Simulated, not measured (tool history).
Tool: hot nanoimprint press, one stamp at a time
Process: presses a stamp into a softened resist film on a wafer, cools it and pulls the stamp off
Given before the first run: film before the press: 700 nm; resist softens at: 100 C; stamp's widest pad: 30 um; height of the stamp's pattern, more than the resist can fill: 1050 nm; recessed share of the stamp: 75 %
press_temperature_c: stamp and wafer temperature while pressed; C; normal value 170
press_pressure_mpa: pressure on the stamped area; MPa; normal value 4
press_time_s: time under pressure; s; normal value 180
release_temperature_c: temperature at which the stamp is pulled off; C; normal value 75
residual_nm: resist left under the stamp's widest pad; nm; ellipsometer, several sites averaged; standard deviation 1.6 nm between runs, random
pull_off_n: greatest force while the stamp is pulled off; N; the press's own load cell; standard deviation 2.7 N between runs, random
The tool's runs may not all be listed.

run,hour,press_temperature_c,press_pressure_mpa,press_time_s,release_temperature_c,residual_nm,pull_off_n
1,0,170,4,180,75,341.2,201
2,69.8,170,4,180,75,334.9,211
3,137.8,170,3.04,180,75,376.9,221
4,191.4,170,3.04,180,75,373.2,227
5,250.4,170,3.04,180,75,370.8,239
# hour 282.8: stamp cleaned and given a new release coat
6,340.9,170,3.04,180,75,366.4,122
# hour 390.8: plate thermocouple calibrated
7,398.1,170,4,180,75,362.3,138
8,459.1,170,4,180,75,362,150
9,521.9,170,4,180,75,359.7,156
10,598.4,170,4,180,75,355.1,166
11,668.2,162,4,180,75,509.1,173
12,709.9,162,4,180,75,506.7,180
13,764.8,170,4,180,75,350.6,189
14,804,162,4,180,61,501.8,265
15,871.4,172,4,155,74,326.7,211
16,916.5,172,6.26,145,77,273.2,209
# hour 972.6: press's hydraulic seals changed and the load cell set to zero
17,1008.6,172,6.26,145,77,265.1,212
18,1055.5,172,6.26,128,70,274.5,265
# hour 1114.4: stamp cleaned and given a new release coat
19,1114.4,172,6.26,128,70,275.1,134
20,1174.5,172,6.26,128,70,272.6,141
21,1216,170,4.3,281,75,264.9,131
# hour 1260.3: plate thermocouple calibrated
22,1294.5,170,4,180,71,358.7,159
23,1361.6,170,4,190,62,350,212
24,1439.3,170,4,190,62,345.1,221
25,1507,161,5.09,180,75,495.3,178

Consider 3 possible next runs. They are alternatives, not a sequence: every one starts from the tool as it was left by run 25. What does each give?
A,1586.2,172,5.8,197,75,?,?
B,1586.2,158,4,180,75,?,?
C,1586.2,161,5.09,139,65,?,?

run,residual_nm,pull_off_n
A,254.3,191
B,576.6,189
C,516,241
With no hidden state in the tool, these same runs would have given:
run,residual_nm,pull_off_n
A,263.5,124
B,587.4,123
C,528.2,157
